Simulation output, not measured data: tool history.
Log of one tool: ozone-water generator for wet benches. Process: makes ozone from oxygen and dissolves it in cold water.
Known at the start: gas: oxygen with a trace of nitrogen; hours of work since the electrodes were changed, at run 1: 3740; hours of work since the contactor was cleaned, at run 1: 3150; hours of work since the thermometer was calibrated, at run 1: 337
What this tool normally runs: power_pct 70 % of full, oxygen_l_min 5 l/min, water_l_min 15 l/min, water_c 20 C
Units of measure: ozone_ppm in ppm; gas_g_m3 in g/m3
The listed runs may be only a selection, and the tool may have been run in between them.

| run | hour | power_pct | oxygen_l_min | water_l_min | water_c | hours of work since the electrodes were changed | hours of work since the contactor was cleaned | hours of work since the thermometer was calibrated | ozone_ppm | gas_g_m3 |
|---|---|---|---|---|---|---|---|---|---|---|
| 1 | 0 | 70 | 5 | 15 | 20 | 3740 | 3150 | 337 | 21.7 | 181.6 |
| 2 | 100.4 | 70 | 5 | 15 | 20 | 3811 | 3221 | 408 | 21.5 | 180.8 |
| 3 | 179.2 | 70 | 5.74 | 15 | 20 | 3867 | 3276 | 464 | 21 | 163.6 |
| 4 | 305.6 | 70 | 5.74 | 15 | 20 | 3956 | 3366 | 553 | 21.3 | 166.3 |
| 5 | 383 | 70 | 5.74 | 15 | 20 | 4011 | 3421 | 608 | 21.1 | 164.6 |
| 6 | 480.6 | 70 | 5.74 | 15 | 20 | 4080 | 3490 | 677 | 21.1 | 165 |
| 7 | 556 | 70 | 5 | 15 | 20 | 4133 | 3543 | 730 | 21.8 | 180.2 |
| 8 | 624.4 | 70 | 5 | 23 | 20 | 4182 | 3591 | 779 | 15.4 | 180.6 |
| 9 | 714 | 70 | 5 | 23 | 20 | 4245 | 3655 | 842 | 15.2 | 179.1 |
| 10 | 784.3 | 70 | 5 | 15 | 20 | 4295 | 3704 | 892 | 21.6 | 180.7 |
| 11 | 894.6 | 70 | 5 | 15 | 20 | 4373 | 3783 | 970 | 21.8 | 180.6 |
| 12 | 989 | 70 | 5 | 15 | 20 | 4440 | 3849 | 1037 | 21.8 | 181.2 |
| 13 | 1102.2 | 70 | 5 | 15 | 19 | 4520 | 3929 | 1117 | 22.1 | 179.4 |
| 14 | 1165.4 | 70 | 5 | 15 | 20 | 4565 | 3974 | 1162 | 21.4 | 181.3 |
| 15 | 1291 | 70 | 5 | 15 | 20 | 4653 | 4063 | 1250 | 21.4 | 180.9 |
| 16 | 1399.4 | 70 | 5 | 15 | 20 | 4730 | 4140 | 1327 | 21.6 | 180.5 |
|  | 1521.8 | contactor cleaned |
| 17 | 1538.2 | 70 | 5 | 15 | 20 | 4825 | 12 | 1423 | 21.8 | 181 |
| 18 | 1652.6 | 52 | 5.21 | 15 | 20 | 4906 | 93 | 1503 | 17 | 139.2 |
| 19 | 1740.6 | 73 | 5 | 17 | 17 | 4969 | 155 | 1566 | 21.4 | 186.8 |
| 20 | 1870.2 | 60 | 2.56 | 11 | 24 | 5060 | 247 | 1657 | 25.1 | 246.9 |
| 21 | 1990.3 | 60 | 2.56 | 11 | 24 | 5145 | 332 | 1742 | 25.1 | 250.1 |
| 22 | 2083.2 | 67 | 5.5 | 10 | 25 | 5211 | 397 | 1808 | 23.5 | 163.5 |
| 23 | 2204.4 | 70 | 5 | 15 | 18 | 5297 | 483 | 1894 | 22.2 | 181 |
| 24 | 2286 | 70 | 5 | 15 | 20 | 5355 | 541 | 1952 | 21.3 | 181.9 |
| 25 | 2395 | 70 | 5 | 15 | 20 | 5432 | 618 | 2029 | 21.3 | 181.3 |
| 26 | 2488.6 | 70 | 5 | 15 | 20 | 5498 | 684 | 2095 | 21.6 | 179.3 |
| 27 | 2577.7 | 99 | 5 | 15 | 15 | 5561 | 747 | 2158 | 30.8 | 237.1 |
| 28 | 2645 | 54 | 7.25 | 12 | 22 | 5609 | 795 | 2206 | 17.7 | 115 |
| 29 | 2740.2 | 54 | 7.25 | 12 | 22 | 5676 | 862 | 2273 | 17.5 | 113.4 |
| 30 | 2846.3 | 75 | 7.25 | 13 | 22 | 5751 | 937 | 2348 | 21.8 | 149.5 |
| 31 | 2918.2 | 70 | 6.07 | 15 | 20 | 5802 | 988 | 2399 | 20.8 | 160.2 |
| 32 | 3051.8 | 58 | 6.07 | 23 | 20 | 5896 | 1083 | 2493 | 12.7 | 135.1 |
| 33 | 3116.7 | 73 | 8.25 | 23 | 20 | 5942 | 1129 | 2539 | 14.5 | 133.3 |

Here are 4 independent what-if runs from the current tool condition. What would each one return?
| A | 3239.1 | 83 | 8.25 | 23 | 15 | 6029 | 1215 | 2626 | ? | ? |
| B | 3239.1 | 67 | 5 | 15 | 20 | 6029 | 1215 | 2626 | ? | ? |
| C | 3239.1 | 70 | 3.62 | 15 | 20 | 6029 | 1215 | 2626 | ? | ? |
| D | 3239.1 | 58 | 4.36 | 14 | 20 | 6029 | 1215 | 2626 | ? | ? |

| run | ozone_ppm | gas_g_m3 |
|---|---|---|
| A | 17.7 | 148.3 |
| B | 20.8 | 174.3 |
| C | 22.4 | 223.6 |
| D | 20.3 | 173.2 |
With no hidden state in the tool, these same runs would have given:
| run | ozone_ppm | gas_g_m3 |
|---|---|---|
| A | 17.8 | 148.5 |
| B | 20.8 | 174.5 |
| C | 22.5 | 223.8 |
| D | 20.3 | 173.3 |
